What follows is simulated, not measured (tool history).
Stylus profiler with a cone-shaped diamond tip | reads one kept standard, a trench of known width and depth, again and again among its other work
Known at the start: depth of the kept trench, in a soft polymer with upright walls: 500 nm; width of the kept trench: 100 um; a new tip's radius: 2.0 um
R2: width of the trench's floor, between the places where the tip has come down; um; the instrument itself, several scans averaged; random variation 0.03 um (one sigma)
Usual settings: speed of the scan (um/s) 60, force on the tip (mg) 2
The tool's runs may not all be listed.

Run 1, hour 0: usual settings. Result: depth of the trench (Å) 5041.2, R2 97.2 um.
Run 2, hour 33.7: usual settings. Result: depth of the trench (Å) 5039.4, R2 97.17 um.
Run 3, hour 65.3: usual settings. Result: depth of the trench (Å) 5040, R2 97.26 um.
Run 4, hour 88.5: usual settings. Result: depth of the trench (Å) 5040.6, R2 97.19 um.
Run 5, hour 119.5: usual settings. Result: depth of the trench (Å) 5039.4, R2 97.22 um.
Run 6, hour 140.9: usual settings. Result: depth of the trench (Å) 5039.8, R2 97.23 um.
Run 7, hour 179.3: usual settings. Result: depth of the trench (Å) 5040.4, R2 97.2 um.
Run 8, hour 212.4: usual settings. Result: depth of the trench (Å) 5041.5, R2 97.15 um.
Run 9, hour 243.4: usual settings. Result: depth of the trench (Å) 5038.6, R2 97.18 um.
Run 10, hour 286.1: usual settings but speed of the scan (um/s) 43. Result: depth of the trench (Å) 5040.2, R2 97.26 um.
Run 11, hour 321.7: usual settings but speed of the scan (um/s) 43. Result: depth of the trench (Å) 5040.4, R2 97.23 um.
Run 12, hour 345.2: usual settings but speed of the scan (um/s) 43. Result: depth of the trench (Å) 5039.2, R2 97.21 um.
Run 13, hour 382.9: usual settings but speed of the scan (um/s) 43, force on the tip (mg) 0.74. Result: depth of the trench (Å) 5020.6, R2 97.2 um.
Run 14, hour 405.5: usual settings but speed of the scan (um/s) 43, force on the tip (mg) 0.74. Result: depth of the trench (Å) 5018.9, R2 97.2 um.
Run 15, hour 442.4: usual settings but speed of the scan (um/s) 43, force on the tip (mg) 0.74. Result: depth of the trench (Å) 5021.7, R2 97.16 um.
Run 16, hour 464.3: usual settings but speed of the scan (um/s) 26. Result: depth of the trench (Å) 5043, R2 97.29 um.
Run 17, hour 491.7: usual settings but speed of the scan (um/s) 26. Result: depth of the trench (Å) 5041, R2 97.27 um.
Run 18, hour 531.4: usual settings but speed of the scan (um/s) 26. Result: depth of the trench (Å) 5041.5, R2 97.25 um.
Run 19, hour 556.2: usual settings. Result: depth of the trench (Å) 5041.4, R2 97.22 um.
Run 20, hour 575.6: usual settings. Result: depth of the trench (Å) 5039.6, R2 97.19 um.
Run 21, hour 601.7: usual settings. Result: depth of the trench (Å) 5039.9, R2 97.26 um.
Run 22, hour 642.6: usual settings. Result: depth of the trench (Å) 5040.3, R2 97.17 um.
Run 23, hour 663.8: usual settings. Result: depth of the trench (Å) 5038.6, R2 97.19 um.
Run 24, hour 698.1: usual settings but speed of the scan (um/s) 17, force on the tip (mg) 2.11. Result: depth of the trench (Å) 5042.1, R2 97.33 um.
Run 25, hour 726.5: usual settings but speed of the scan (um/s) 62. Result: depth of the trench (Å) 5038.3, R2 97.22 um.
Run 26, hour 747.1: usual settings but speed of the scan (um/s) 147, force on the tip (mg) 1.68. Result: depth of the trench (Å) 5034.9, R2 97.03 um.
Run 27, hour 774.7: usual settings but speed of the scan (um/s) 147, force on the tip (mg) 1.68. Result: depth of the trench (Å) 5034.1, R2 96.97 um.
Run 28, hour 810.5: usual settings but speed of the scan (um/s) 166, force on the tip (mg) 3.28. Result: depth of the trench (Å) 5055.7, R2 97.02 um.
Run 29, hour 834.5: usual settings but speed of the scan (um/s) 166, force on the tip (mg) 3.28. Result: depth of the trench (Å) 5053.3, R2 97.07 um.
Run 30, hour 871.2: usual settings but speed of the scan (um/s) 36, force on the tip (mg) 3.28. Result: depth of the trench (Å) 5053.1, R2 97.3 um.
Run 31, hour 909.2: usual settings but speed of the scan (um/s) 89. Result: depth of the trench (Å) 5041.9, R2 97.18 um.
Run 32, hour 952.1: usual settings but speed of the scan (um/s) 25, force on the tip (mg) 0.97. Result: depth of the trench (Å) 5025.8, R2 97.25 um.
Run 33, hour 978.1: usual settings but speed of the scan (um/s) 19, force on the tip (mg) 0.7. Result: depth of the trench (Å) 5019.8, R2 97.32 um.
Run 34, hour 1020.9: usual settings but speed of the scan (um/s) 19, force on the tip (mg) 0.7. Result: depth of the trench (Å) 5021.4, R2 97.25 um.
Run 35, hour 1049.3: usual settings but speed of the scan (um/s) 28, force on the tip (mg) 3.65. Result: depth of the trench (Å) 5060, R2 97.3 um.
Run 36, hour 1086: usual settings but speed of the scan (um/s) 163, force on the tip (mg) 2.71. Result: depth of the trench (Å) 5049.8, R2 96.95 um.
Run 37, hour 1124.6: usual settings but speed of the scan (um/s) 163, force on the tip (mg) 2.71. Result: depth of the trench (Å) 5051, R2 96.98 um.
Run 38, hour 1151.8: usual settings but speed of the scan (um/s) 163, force on the tip (mg) 2.71. Result: depth of the trench (Å) 5047.4, R2 97 um.
Run 39, hour 1190.4: usual settings but speed of the scan (um/s) 107. Result: depth of the trench (Å) 5039.3, R2 97.11 um.
Run 40, hour 1231.3: usual settings but speed of the scan (um/s) 50, force on the tip (mg) 1.96. Result: depth of the trench (Å) 5041.1, R2 97.2 um.
Run 41, hour 1270: usual settings but speed of the scan (um/s) 46, force on the tip (mg) 1.96. Result: depth of the trench (Å) 5040.7, R2 97.22 um.
Run 42, hour 1300.9: usual settings but speed of the scan (um/s) 129, force on the tip (mg) 0.7. Result: depth of the trench (Å) 5017.1, R2 96.8 um.
Run 43, hour 1336.4: usual settings but speed of the scan (um/s) 160, force on the tip (mg) 4.28. Result: depth of the trench (Å) 5064.8, R2 97.07 um.
Run 44, hour 1360.2: usual settings but speed of the scan (um/s) 19, force on the tip (mg) 5.88. Result: depth of the trench (Å) 5083.3, R2 97.3 um.
Run 45, hour 1385.5: usual settings but speed of the scan (um/s) 19, force on the tip (mg) 5.88. Result: depth of the trench (Å) 5084.3, R2 97.35 um.
Run 46, hour 1412.6: usual settings but speed of the scan (um/s) 22, force on the tip (mg) 2.33. Result: depth of the trench (Å) 5045.7, R2 97.32 um.

Not shown: 1 entry that the log had between the listed runs. Between which runs, and how does the tool's hidden state differ before and after?
Between runs 20 and 21: new tip fitted, height scale calibrated (hour 601.4)
  radius of the tip, um: 2.02 -> 2; height scale over the true one, %: -0.003 -> 0
